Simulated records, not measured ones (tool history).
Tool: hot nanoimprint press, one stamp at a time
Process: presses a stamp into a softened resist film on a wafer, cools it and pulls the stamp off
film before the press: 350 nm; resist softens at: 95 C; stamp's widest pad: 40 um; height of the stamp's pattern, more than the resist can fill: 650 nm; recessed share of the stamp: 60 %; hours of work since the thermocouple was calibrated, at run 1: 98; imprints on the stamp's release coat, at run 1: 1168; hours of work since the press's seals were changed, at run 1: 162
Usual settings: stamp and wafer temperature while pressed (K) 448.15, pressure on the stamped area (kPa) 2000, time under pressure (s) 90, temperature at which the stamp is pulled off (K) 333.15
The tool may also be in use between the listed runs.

| run | day | stamp and wafer temperature while pressed (K) | pressure on the stamped area (kPa) | time under pressure (s) | temperature at which the stamp is pulled off (K) | hours of work since the thermocouple was calibrated | imprints on the stamp's release coat | hours of work since the press's seals were changed | resist left under the stamp's widest pad (nm) | greatest force while the stamp is pulled off (N) |
|---|---|---|---|---|---|---|---|---|---|---|
| 1 | 0.000 | 448.15 | 2000 | 90 | 333.15 | 98 | 1168 | 162 | 200.6 | 231 |
| 2 | 2.208 | 448.15 | 2000 | 90 | 320.15 | 129 | 1332 | 193 | 199.8 | 305 |
| 3 | 3.533 | 448.15 | 2000 | 90 | 320.15 | 147 | 1430 | 211 | 201.4 | 308 |
| 4 | 5.854 | 448.15 | 2000 | 77 | 320.15 | 179 | 1603 | 243 | 209.7 | 316 |
| 5 | 7.550 | 448.15 | 2000 | 90 | 333.15 | 203 | 1729 | 267 | 199.2 | 237 |
| 6 | 10.262 | 438.15 | 2000 | 90 | 333.15 | 240 | 1930 | 304 | 264.4 | 238 |
| 7 | 12.254 | 448.15 | 2000 | 83 | 333.15 | 268 | 2078 | 332 | 204.6 | 230 |
|  | 12.667 | stamp cleaned and given a new release coat |
| 8 | 14.775 | 448.15 | 2000 | 83 | 333.15 | 300 | 157 | 364 | 205.2 | 233 |
| 9 | 17.600 | 448.15 | 2000 | 83 | 333.15 | 339 | 366 | 403 | 206.0 | 226 |
| 10 | 20.008 | 448.15 | 2000 | 90 | 333.15 | 372 | 546 | 436 | 199.2 | 223 |
| 11 | 22.688 | 452.15 | 2000 | 90 | 333.15 | 409 | 745 | 473 | 177.1 | 233 |
|  | 23.417 | plate thermocouple calibrated |
| 12 | 24.425 | 448.15 | 2000 | 132 | 333.15 | 14 | 864 | 496 | 176.4 | 224 |
| 13 | 25.842 | 448.15 | 2000 | 132 | 333.15 | 34 | 969 | 515 | 176.6 | 230 |
|  | 28.079 | press's hydraulic seals changed and the load cell set to zero |
| 14 | 28.583 | 448.15 | 2000 | 132 | 333.15 | 67 | 1148 | 7 | 174.4 | 234 |
| 15 | 30.879 | 448.15 | 2000 | 132 | 333.15 | 99 | 1319 | 39 | 174.8 | 241 |
| 16 | 32.288 | 441.15 | 2000 | 74 | 333.15 | 118 | 1423 | 58 | 257.6 | 227 |
| 17 | 33.638 | 448.15 | 1360 | 90 | 333.15 | 137 | 1524 | 77 | 229.0 | 219 |
| 18 | 35.225 | 448.15 | 2050 | 114 | 333.15 | 159 | 1642 | 99 | 181.7 | 231 |
| 19 | 37.333 | 448.15 | 2740 | 114 | 333.15 | 188 | 1798 | 128 | 160.2 | 229 |
| 20 | 38.675 | 448.15 | 2740 | 116 | 328.15 | 207 | 1898 | 147 | 159.9 | 261 |
| 21 | 39.883 | 448.15 | 2000 | 68 | 333.15 | 224 | 1988 | 164 | 217.0 | 236 |
|  | 41.454 | stamp cleaned and given a new release coat |
| 22 | 42.321 | 448.15 | 3070 | 90 | 337.15 | 254 | 64 | 194 | 167.2 | 205 |
| 23 | 44.929 | 448.15 | 1960 | 90 | 337.15 | 290 | 258 | 230 | 202.5 | 211 |
| 24 | 47.408 | 457.15 | 1960 | 161 | 337.15 | 324 | 442 | 264 | 120.9 | 201 |
| 25 | 49.179 | 448.15 | 1500 | 126 | 318.15 | 349 | 574 | 289 | 201.3 | 323 |
| 26 | 50.746 | 448.15 | 1500 | 126 | 318.15 | 371 | 690 | 311 | 200.3 | 327 |
| 27 | 52.817 | 438.15 | 1500 | 126 | 318.15 | 399 | 844 | 339 | 266.6 | 322 |
|  | 54.212 | plate thermocouple calibrated |
| 28 | 54.212 | 444.15 | 2000 | 90 | 333.15 | 0 | 939 | 357 | 225.4 | 236 |
| 29 | 56.971 | 444.15 | 2000 | 90 | 333.15 | 38 | 1143 | 395 | 227.1 | 226 |

Forecast each of these 3 alternatives for the next run:
| A | 58.138 | 438.15 | 2500 | 90 | 338.15 | 54 | 1230 | 411 | ? | ? |
| B | 58.138 | 455.15 | 2000 | 61 | 333.15 | 54 | 1230 | 411 | ? | ? |
| C | 58.138 | 445.15 | 2000 | 90 | 327.15 | 54 | 1230 | 411 | ? | ? |

| run | resist left under the stamp's widest pad (nm) | greatest force while the stamp is pulled off (N) |
|---|---|---|
| A | 249.5 | 199 |
| B | 184.4 | 233 |
| C | 219.3 | 271 |
Without the tool's hidden state the same runs would have given:
| run | resist left under the stamp's widest pad (nm) | greatest force while the stamp is pulled off (N) |
|---|---|---|
| A | 249.5 | 198 |
| B | 184.4 | 232 |
| C | 219.3 | 270 |
